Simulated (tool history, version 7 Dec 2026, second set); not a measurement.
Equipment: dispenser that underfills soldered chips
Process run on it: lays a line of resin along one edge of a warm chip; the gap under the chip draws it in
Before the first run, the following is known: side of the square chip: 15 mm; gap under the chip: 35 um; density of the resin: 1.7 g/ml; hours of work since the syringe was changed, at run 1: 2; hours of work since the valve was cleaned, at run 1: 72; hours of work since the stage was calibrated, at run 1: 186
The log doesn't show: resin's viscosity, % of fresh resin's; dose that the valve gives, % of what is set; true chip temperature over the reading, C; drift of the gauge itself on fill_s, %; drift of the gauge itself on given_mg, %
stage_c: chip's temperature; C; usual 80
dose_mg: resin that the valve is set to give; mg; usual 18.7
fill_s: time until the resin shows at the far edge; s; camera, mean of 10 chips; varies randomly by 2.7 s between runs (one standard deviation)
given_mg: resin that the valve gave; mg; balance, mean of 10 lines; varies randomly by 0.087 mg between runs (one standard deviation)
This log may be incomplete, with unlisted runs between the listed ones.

run,hour,stage_c,dose_mg,hours of work since the syringe was changed,hours of work since the valve was cleaned,hours of work since the stage was calibrated,fill_s,given_mg
1,0,80,18.7,2,72,186,296.7,17.33
2,5.3,80,18.7,6,76,190,365.7,17.33
3,10.4,80,18.7,10,80,193,442.4,17.33
# hour 12.2: new syringe of resin
4,17.1,80,18.7,4,85,198,315.1,17.15
5,23.9,80,18.7,9,90,203,406.5,17.1
# hour 28.2: new syringe of resin
6,28.3,87,18.7,0,93,206,194.4,17.07
7,32.8,80,18.7,3,96,210,311,17.02
8,36.8,80,18.7,6,99,213,363.4,16.8
# hour 43.4: dispensing valve cleaned and set on the balance
9,43.5,80,18.7,11,0,217,437.4,18.63
# hour 44.5: new syringe of resin
10,48.4,80,18.7,3,4,220,290.8,18.6
11,56.9,80,18.7,9,10,227,415.4,18.45
# hour 60.1: new syringe of resin
12,65.5,89,18.7,4,16,233,217.7,18.31
13,70,89,22.7,7,19,236,253,22.23
14,74.8,89,22.7,11,23,240,306.2,22.27
# hour 75.8: new syringe of resin
15,84.6,93,22.7,6,30,247,199.3,21.78
# hour 91.8: new syringe of resin
16,92.1,93,22.7,0,35,252,146,21.81
17,101.3,84,20.3,7,42,259,304.1,19.29
18,106,92,20.3,11,46,263,266.8,19.4
# hour 107.4: new syringe of resin
19,113.9,78,17.8,5,51,268,365.4,16.86
20,119.4,82,22.8,9,55,272,358.9,21.45
# hour 122.8: new syringe of resin
21,125.4,89,18.7,2,60,277,191,17.57
22,132.5,92,17.5,7,65,282,231.4,16.36
# hour 138.7: new syringe of resin
23,141.7,92,17.5,2,72,289,181,16.09
24,146.8,92,17.5,6,75,292,226.2,16.05
# hour 154.4: new syringe of resin
25,154.5,92,17.5,0,81,298,159.4,16.08
26,159.2,92,17.5,4,84,301,197.3,15.83
27,165,92,17.5,8,89,306,241.2,15.85
# hour 170.2: new syringe of resin
28,175.1,92,17.5,4,96,313,196.1,15.82
29,179.3,69,20.2,7,99,316,573.8,18.2

5 options for the next run, each taken on its own from the tool as it stands now. Forecast them:
A,184.2,93,20.2,10,103,320,?,?
B,184.2,81,22.7,10,103,320,?,?
C,184.2,92,20.2,10,103,320,?,?
D,184.2,82,20.2,10,103,320,?,?
E,184.2,79,18.3,10,103,320,?,?

run,fill_s,given_mg
A,257.2,18.06
B,407.2,20.29
C,265.8,18.13
D,388.2,18.15
E,465.8,16.36
Without the tool's hidden state the same runs would have given:
run,fill_s,given_mg
A,155.6,20.18
B,249.8,22.67
C,160.8,20.26
D,235.7,20.28
E,280.1,18.28
